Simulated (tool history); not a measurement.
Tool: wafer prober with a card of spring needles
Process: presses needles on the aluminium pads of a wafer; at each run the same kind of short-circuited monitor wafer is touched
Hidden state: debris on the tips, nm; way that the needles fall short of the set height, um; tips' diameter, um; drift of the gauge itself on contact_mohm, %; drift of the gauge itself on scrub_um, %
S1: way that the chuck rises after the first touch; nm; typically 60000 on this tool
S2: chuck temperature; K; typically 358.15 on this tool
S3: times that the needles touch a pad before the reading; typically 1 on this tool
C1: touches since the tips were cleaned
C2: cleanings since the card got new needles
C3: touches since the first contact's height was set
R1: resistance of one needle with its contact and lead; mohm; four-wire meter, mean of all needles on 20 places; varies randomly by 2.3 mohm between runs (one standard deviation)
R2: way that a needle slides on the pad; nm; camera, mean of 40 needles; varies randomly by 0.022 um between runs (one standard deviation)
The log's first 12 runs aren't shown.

run   hour     S1      S2  S3    C1  C2     C3   R1     R2
     318.7  -- tips cleaned on abrasive film
 13  323.5  44000  358.15   1   941  52  91478  323   7740
     327.5  -- height of the first contact set anew
     352.9  -- tips cleaned on abrasive film
 14  353.4  60000  358.15   1    96  53   5089  271  10590
 15  370.3  60000  324.15   1  3415  53   8408  328  10570
     385.8  -- tips cleaned on abrasive film
 16  407.1  41000  324.15   1  4210  54  15663  436   7110
     418.6  -- tips cleaned on abrasive film
 17  446.3  41000  324.15   1  5457  55  23368  440   7090
     451.3  -- tips cleaned on abrasive film
 18  478.4  49000  366.15   1  5353  56  29683  381   8510
     485.7  -- tips cleaned on abrasive film
 19  502.4  60000  302.15   2  3281  57  34392  293  10490
     519.3  -- tips cleaned on abrasive film
 20  523.5  43000  349.15   2   843  58  38551  304   7420
 21    544  72000  349.15   2  4887  58  42595  285  12650
     551.8  -- tips cleaned on abrasive film
     557.5  -- height of the first contact set anew, once more
 22  583.5  48000  322.15   2  6205  59   5132  331   8670
     585.9  -- tips cleaned on abrasive film
 23  607.5  48000  322.15   2  4250  60   9833  324   8680
     619.8  -- tips cleaned on abrasive film
 24  626.4  60000  358.15   1  1303  61  13557  311  10830
     652.5  -- tips cleaned on abrasive film
 25  652.6  51000  340.15   1    14  62  18700  262   9240
     686.2  -- tips cleaned on abrasive film
 26  686.2  52000  299.15   2     0  63  25317  254   9350
 27  706.5  52000  299.15   2  4001  63  29318  313   9390
     719.8  -- tips cleaned on abrasive film
 28  735.9  52000  299.15   2  3172  64  35095  306   9300
     752.7  -- tips cleaned on abrasive film
 29  756.2  52000  299.15   2   692  65  39080  267   9350
 30  777.7  57000  302.15   1  4943  65  43331  344  10270
     786.5  -- tips cleaned on abrasive film
 31  808.5  59000  358.15   1  4331  66  49376  340  10570
     818.5  -- tips cleaned on abrasive film
 32  843.2  59000  378.15   2  4877  67  56213  317  10600

3 ways to go on from here, each from the tool as it stands after run 32. What would each give?
     851.6  -- tips cleaned on abrasive film
  A  878.5  60000  315.15   1  5312  68  63146   ?   ?
     851.6  -- tips cleaned on abrasive film
  B  878.5  76000  311.15   1  5312  68  63146   ?   ?
     851.6  -- tips cleaned on abrasive film
  C  878.5  44000  378.15   2  5312  68  63146   ?   ?

run   R1     R2
  A  339  10740
  B  301  13650
  C  352   7820
With no hidden state in the tool, these same runs would have given:
run   R1     R2
  A  246  10870
  B  241  13790
  C  263   7960
